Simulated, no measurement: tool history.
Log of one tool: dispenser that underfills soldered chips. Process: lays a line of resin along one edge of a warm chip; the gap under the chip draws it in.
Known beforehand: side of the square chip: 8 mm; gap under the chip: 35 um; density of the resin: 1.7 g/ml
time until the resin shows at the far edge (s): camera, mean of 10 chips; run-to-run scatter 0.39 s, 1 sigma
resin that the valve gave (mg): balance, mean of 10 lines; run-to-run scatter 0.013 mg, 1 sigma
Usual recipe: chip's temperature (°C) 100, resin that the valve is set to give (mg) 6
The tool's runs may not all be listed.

run	hour	chip's temperature (°C)	resin that the valve is set to give (mg)	time until the resin shows at the far edge (s)	resin that the valve gave (mg)
1	0	100	6	24.2	5.96
2	4.4	100	6.14	28.5	6.08
3	8.2	86	6	48.6	5.97
# hour 8.8: new syringe of resin
4	12.5	86	6	41.4	5.95
5	17.7	100	6	31.5	5.93
# hour 19.2: new syringe of resin
6	23.1	100	6	27.2	5.92
7	28.6	100	6.86	32.1	6.75
# hour 29.8: new syringe of resin
8	33	100	6.86	26	6.76
9	35.9	100	6.86	29.1	6.75
# hour 40.2: new syringe of resin
10	40.4	100	6.86	23.3	6.72
11	44.5	100	6.86	26.5	6.72
12	47	100	6.86	29.3	6.75
# hour 50.5: new syringe of resin
13	50.5	100	6.86	24.1	6.71
14	55.6	98	5.31	30.6	5.18
15	60.1	87	6.85	46.7	6.66
# hour 60.9: new syringe of resin
16	63.2	101	7.32	25	7.15
17	67	93	7.32	35.1	7.15
18	70	115	6.12	22.2	5.96
# hour 71.2: new syringe of resin
19	75.2	102	5.28	26.6	5.12
20	80.7	102	5.28	32.6	5.11
# hour 81.5: new syringe of resin
21	84.2	102	5.28	25	5.1
# hour 85.6: dispensing valve cleaned and set on the balance
22	90.5	99	5.53	32.3	5.55
# hour 92.9: new syringe of resin
23	95.9	109	6.95	20	6.93

Subtracting, for every run, the result it would have given without the tool's unlogged condition from the measured result gives the following. The same run-to-run variation enters both numbers; the gauge's scatter may not:
What the log doesn't record here: resin's viscosity, % of fresh resin's; dose that the valve gives, % of what is set; true chip temperature over the reading, C; drift of the gauge itself on fill_s, %; drift of the gauge itself on given_mg, %.
run	time until the resin shows at the far edge (s)	resin that the valve gave (mg)
1	+0.5	-0.03
2	+4.4	-0.04
3	+12.6	-0.04
4	+4.3	-0.05
5	+8	-0.07
6	+2.9	-0.07
7	+8.3	-0.1
8	+2.7	-0.11
9	+5.3	-0.11
10	-0.6	-0.12
11	+2.9	-0.13
12	+5.3	-0.13
13	-0.2	-0.14
14	+4.8	-0.12
15	+12.8	-0.17
16	+1.5	-0.18
17	+5.9	-0.2
18	+5.6	-0.17
19	+3.2	-0.16
20	+8.8	-0.16
21	+1.9	-0.17
22	+7.1	+0
23	+1.5	-0.02
